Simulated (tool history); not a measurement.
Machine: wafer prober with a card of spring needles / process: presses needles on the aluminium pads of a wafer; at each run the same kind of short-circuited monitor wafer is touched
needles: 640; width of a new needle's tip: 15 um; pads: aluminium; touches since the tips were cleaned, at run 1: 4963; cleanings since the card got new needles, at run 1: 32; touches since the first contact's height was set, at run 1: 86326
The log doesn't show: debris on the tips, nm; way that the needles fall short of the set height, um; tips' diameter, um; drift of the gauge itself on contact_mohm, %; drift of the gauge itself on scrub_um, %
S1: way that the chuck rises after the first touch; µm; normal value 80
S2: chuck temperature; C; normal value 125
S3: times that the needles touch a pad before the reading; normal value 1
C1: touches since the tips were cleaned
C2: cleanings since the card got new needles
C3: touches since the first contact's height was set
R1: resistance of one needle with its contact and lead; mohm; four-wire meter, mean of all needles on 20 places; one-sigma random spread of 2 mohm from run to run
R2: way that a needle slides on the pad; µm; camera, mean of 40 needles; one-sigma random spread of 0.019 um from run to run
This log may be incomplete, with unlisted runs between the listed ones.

{"run": 1, "hour": 0.0, "S1": 80, "S2": 125, "S3": 1, "C1": 4963, "C2": 32, "C3": 86326, "R1": 225, "R2": 10.84}
{"hour": 7.6, "done": "tips cleaned on abrasive film"}
{"run": 2, "hour": 23.0, "S1": 80, "S2": 125, "S3": 1, "C1": 5970, "C2": 33, "C3": 95232, "R1": 223, "R2": 10.85}
{"hour": 27.7, "done": "tips cleaned on abrasive film"}
{"run": 3, "hour": 42.5, "S1": 80, "S2": 29, "S3": 1, "C1": 5765, "C2": 34, "C3": 102788, "R1": 204, "R2": 10.86}
{"hour": 48.4, "done": "tips cleaned on abrasive film"}
{"hour": 66.8, "done": "tips cleaned on abrasive film"}
{"run": 4, "hour": 74.7, "S1": 80, "S2": 125, "S3": 2, "C1": 3038, "C2": 36, "C3": 115224, "R1": 221, "R2": 10.87}
{"hour": 87.0, "done": "tips cleaned on abrasive film"}
{"run": 5, "hour": 89.5, "S1": 80, "S2": 125, "S3": 1, "C1": 969, "C2": 37, "C3": 120945, "R1": 225, "R2": 10.87}
{"hour": 105.9, "done": "tips cleaned on abrasive film"}
{"run": 6, "hour": 112.4, "S1": 80, "S2": 125, "S3": 1, "C1": 2532, "C2": 38, "C3": 129850, "R1": 222, "R2": 10.83}
{"hour": 125.3, "done": "tips cleaned on abrasive film"}
{"run": 7, "hour": 142.6, "S1": 80, "S2": 125, "S3": 1, "C1": 6719, "C2": 39, "C3": 141550, "R1": 228, "R2": 10.88}
{"hour": 144.4, "done": "tips cleaned on abrasive film"}
{"run": 8, "hour": 159.2, "S1": 80, "S2": 125, "S3": 1, "C1": 5776, "C2": 40, "C3": 147986, "R1": 224, "R2": 10.84}
{"hour": 164.2, "done": "tips cleaned on abrasive film"}
{"run": 9, "hour": 175.5, "S1": 80, "S2": 125, "S3": 1, "C1": 4433, "C2": 41, "C3": 154295, "R1": 227, "R2": 10.86}
{"hour": 183.0, "done": "tips cleaned on abrasive film"}
{"run": 10, "hour": 191.8, "S1": 80, "S2": 125, "S3": 1, "C1": 3438, "C2": 42, "C3": 160579, "R1": 221, "R2": 10.85}
{"hour": 202.6, "done": "tips cleaned on abrasive film"}
{"hour": 207.7, "done": "height of the first contact set anew"}
{"run": 11, "hour": 220.7, "S1": 80, "S2": 125, "S3": 1, "C1": 6903, "C2": 43, "C3": 5064, "R1": 226, "R2": 10.84}
{"hour": 223.6, "done": "tips cleaned on abrasive film"}
{"hour": 242.9, "done": "tips cleaned on abrasive film"}
{"run": 12, "hour": 251.0, "S1": 80, "S2": 125, "S3": 1, "C1": 3151, "C2": 45, "C3": 16787, "R1": 226, "R2": 10.87}
{"hour": 262.8, "done": "tips cleaned on abrasive film"}
{"hour": 281.2, "done": "tips cleaned on abrasive film"}
{"run": 13, "hour": 285.5, "S1": 80, "S2": 125, "S3": 1, "C1": 1671, "C2": 47, "C3": 30145, "R1": 222, "R2": 10.85}
{"hour": 299.7, "done": "tips cleaned on abrasive film"}
{"run": 14, "hour": 315.5, "S1": 83, "S2": 125, "S3": 1, "C1": 6158, "C2": 48, "C3": 41784, "R1": 224, "R2": 11.26}
{"hour": 319.8, "done": "tips cleaned on abrasive film"}
{"run": 15, "hour": 333.3, "S1": 83, "S2": 125, "S3": 1, "C1": 5280, "C2": 49, "C3": 48669, "R1": 224, "R2": 11.25}
{"hour": 340.0, "done": "tips cleaned on abrasive film"}
{"run": 16, "hour": 355.8, "S1": 83, "S2": 125, "S3": 1, "C1": 6143, "C2": 50, "C3": 57374, "R1": 225, "R2": 11.27}
{"hour": 359.3, "done": "tips cleaned on abrasive film"}
{"run": 17, "hour": 372.0, "S1": 93, "S2": 125, "S3": 1, "C1": 4909, "C2": 51, "C3": 63630, "R1": 221, "R2": 12.65}
{"hour": 377.8, "done": "tips cleaned on abrasive film"}
{"hour": 397.8, "done": "tips cleaned on abrasive film"}
{"run": 18, "hour": 406.1, "S1": 79, "S2": 72, "S3": 3, "C1": 3200, "C2": 53, "C3": 76827, "R1": 207, "R2": 10.73}
{"hour": 417.6, "done": "tips cleaned on abrasive film"}
{"run": 19, "hour": 430.7, "S1": 80, "S2": 81, "S3": 1, "C1": 5100, "C2": 54, "C3": 86392, "R1": 214, "R2": 10.83}
{"hour": 437.7, "done": "tips cleaned on abrasive film"}
{"hour": 457.3, "done": "tips cleaned on abrasive film"}
{"run": 20, "hour": 457.3, "S1": 61, "S2": 81, "S3": 1, "C1": 0, "C2": 56, "C3": 96638, "R1": 217, "R2": 8.28}
{"hour": 476.2, "done": "tips cleaned on abrasive film"}
{"run": 21, "hour": 485.5, "S1": 61, "S2": 40, "S3": 1, "C1": 3632, "C2": 57, "C3": 107591, "R1": 211, "R2": 8.28}
{"hour": 494.5, "done": "tips cleaned on abrasive film"}
{"run": 22, "hour": 504.8, "S1": 64, "S2": 44, "S3": 1, "C1": 3997, "C2": 58, "C3": 115060, "R1": 207, "R2": 8.69}
{"hour": 512.9, "done": "tips cleaned on abrasive film"}
{"run": 23, "hour": 526.6, "S1": 80, "S2": 41, "S3": 1, "C1": 5324, "C2": 59, "C3": 123503, "R1": 205, "R2": 10.89}
{"hour": 531.6, "done": "tips cleaned on abrasive film"}
{"hour": 550.1, "done": "tips cleaned on abrasive film"}
{"run": 24, "hour": 554.6, "S1": 80, "S2": 125, "S3": 2, "C1": 1735, "C2": 61, "C3": 134316, "R1": 224, "R2": 10.87}
{"hour": 570.8, "done": "tips cleaned on abrasive film"}
{"run": 25, "hour": 580.5, "S1": 76, "S2": 125, "S3": 1, "C1": 3769, "C2": 62, "C3": 144350, "R1": 223, "R2": 10.27}
{"hour": 589.3, "done": "tips cleaned on abrasive film"}
{"run": 26, "hour": 603.3, "S1": 80, "S2": 77, "S3": 2, "C1": 5465, "C2": 63, "C3": 153211, "R1": 210, "R2": 10.84}
{"hour": 607.9, "done": "tips cleaned on abrasive film"}
{"hour": 626.4, "done": "tips cleaned on abrasive film"}
{"run": 27, "hour": 626.5, "S1": 80, "S2": 74, "S3": 1, "C1": 21, "C2": 65, "C3": 162141, "R1": 210, "R2": 10.85}
{"hour": 639.5, "done": "height of the first contact set anew"}
{"hour": 645.1, "done": "tips cleaned on abrasive film"}
{"run": 28, "hour": 652.7, "S1": 86, "S2": 38, "S3": 1, "C1": 2956, "C2": 66, "C3": 5118, "R1": 200, "R2": 11.7}
{"hour": 663.7, "done": "tips cleaned on abrasive film"}
{"run": 29, "hour": 675.9, "S1": 80, "S2": 26, "S3": 1, "C1": 4750, "C2": 67, "C3": 14090, "R1": 201, "R2": 10.87}
{"hour": 681.6, "done": "tips cleaned on abrasive film"}
{"hour": 700.5, "done": "tips cleaned on abrasive film"}
{"run": 30, "hour": 700.5, "S1": 80, "S2": 26, "S3": 1, "C1": 0, "C2": 69, "C3": 23607, "R1": 201, "R2": 10.88}
{"hour": 720.0, "done": "tips cleaned on abrasive film"}
{"run": 31, "hour": 722.2, "S1": 69, "S2": 26, "S3": 1, "C1": 857, "C2": 70, "C3": 32012, "R1": 202, "R2": 9.42}

Predict each of these 4 candidate next runs independently; none follows another, all start after run 31:
{"hour": 738.9, "done": "tips cleaned on abrasive film"}
{"run": "A", "hour": 749.2, "S1": 67, "S2": 70, "S3": 1, "C1": 4005, "C2": 71, "C3": 42460, "R1": "?", "R2": "?"}
{"hour": 738.9, "done": "tips cleaned on abrasive film"}
{"run": "B", "hour": 749.2, "S1": 60, "S2": 98, "S3": 1, "C1": 4005, "C2": 71, "C3": 42460, "R1": "?", "R2": "?"}
{"hour": 738.9, "done": "tips cleaned on abrasive film"}
{"run": "C", "hour": 749.2, "S1": 69, "S2": 112, "S3": 1, "C1": 4005, "C2": 71, "C3": 42460, "R1": "?", "R2": "?"}
{"hour": 738.9, "done": "tips cleaned on abrasive film"}
{"run": "D", "hour": 749.2, "S1": 88, "S2": 78, "S3": 2, "C1": 4005, "C2": 71, "C3": 42460, "R1": "?", "R2": "?"}

run=A R1=213 R2=9.11
run=B R1=219 R2=8.15
run=C R1=221 R2=9.38
run=D R1=211 R2=11.95
The same runs, with their run-to-run variation unchanged, on a tool lacking any hidden condition would have given:
run=A R1=213 R2=9.11
run=B R1=219 R2=8.15
run=C R1=220 R2=9.38
run=D R1=211 R2=11.96

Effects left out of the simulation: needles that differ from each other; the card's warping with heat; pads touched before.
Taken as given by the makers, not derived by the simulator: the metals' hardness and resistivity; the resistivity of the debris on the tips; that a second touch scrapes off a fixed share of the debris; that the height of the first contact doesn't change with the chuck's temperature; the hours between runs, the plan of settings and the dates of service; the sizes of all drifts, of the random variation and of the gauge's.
